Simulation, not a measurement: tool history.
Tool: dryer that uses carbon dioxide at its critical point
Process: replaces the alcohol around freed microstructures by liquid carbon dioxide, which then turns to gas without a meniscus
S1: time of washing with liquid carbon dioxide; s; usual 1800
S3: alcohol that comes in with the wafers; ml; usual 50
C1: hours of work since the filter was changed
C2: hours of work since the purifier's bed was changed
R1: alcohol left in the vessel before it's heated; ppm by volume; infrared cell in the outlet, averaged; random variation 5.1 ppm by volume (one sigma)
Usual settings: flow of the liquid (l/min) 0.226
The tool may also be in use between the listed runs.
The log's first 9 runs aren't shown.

Run 10, hour 248.3: usual settings; C1 221; C2 1042. Result: R1 276 ppm by volume.
At hour 257.7: purifier's bed changed.
Run 11, hour 266.1: usual settings; C1 230; C2 5. Result: R1 110 ppm by volume.
Run 12, hour 298.0: usual settings but S3 21 ml; C1 251; C2 26. Result: R1 50 ppm by volume.
Run 13, hour 325.9: usual settings but S1 1440 s; C1 269; C2 44. Result: R1 380 ppm by volume.
Run 14, hour 341.3: usual settings; C1 279; C2 54. Result: R1 125 ppm by volume.
Run 15, hour 375.5: usual settings but S1 2160 s; C1 301; C2 76. Result: R1 62 ppm by volume.
Run 16, hour 408.4: usual settings; C1 323; C2 98. Result: R1 135 ppm by volume.
Run 17, hour 423.8: usual settings but S1 1200 s, flow of the liquid (l/min) 0.267; C1 332; C2 108. Result: R1 458 ppm by volume.
Run 18, hour 441.1: usual settings but S1 1200 s, flow of the liquid (l/min) 0.267; C1 344; C2 119. Result: R1 471 ppm by volume.
Run 19, hour 476.3: usual settings but S1 2100 s, flow of the liquid (l/min) 0.314, S3 58 ml; C1 367; C2 142. Result: R1 34 ppm by volume.
Run 20, hour 509.6: usual settings but S1 2100 s, flow of the liquid (l/min) 0.314, S3 58 ml; C1 388; C2 163. Result: R1 29 ppm by volume.
Run 21, hour 537.7: usual settings but S1 2220 s, flow of the liquid (l/min) 0.317, S3 24 ml; C1 406; C2 181. Result: R1 33 ppm by volume.
Run 22, hour 559.8: usual settings but S1 2220 s, flow of the liquid (l/min) 0.317, S3 24 ml; C1 421; C2 196. Result: R1 34 ppm by volume.
Run 23, hour 580.2: usual settings but S1 2340 s, flow of the liquid (l/min) 0.317, S3 100 ml; C1 434; C2 209. Result: R1 40 ppm by volume.
At hour 608.9: inlet filter changed.
Run 24, hour 613.8: usual settings but S1 1680 s, flow of the liquid (l/min) 0.317, S3 39 ml; C1 3; C2 230. Result: R1 41 ppm by volume.
Run 25, hour 632.5: usual settings but S1 1200 s, flow of the liquid (l/min) 0.175, S3 35 ml; C1 15; C2 242. Result: R1 1303 ppm by volume.
Run 26, hour 657.4: usual settings but S1 1560 s, S3 34 ml; C1 31; C2 258. Result: R1 173 ppm by volume.
Run 27, hour 685.7: usual settings but S1 1560 s, S3 34 ml; C1 50; C2 277. Result: R1 178 ppm by volume.

The next listed run, before its measurement:
Run 28, hour 715.0: usual settings but S1 1560 s, S3 34 ml; C1 69; C2 295. Result: R1 ?.

R1: 186 ppm by volume
Without the tool's hidden state the same run would have given R1 127 ppm by volume.
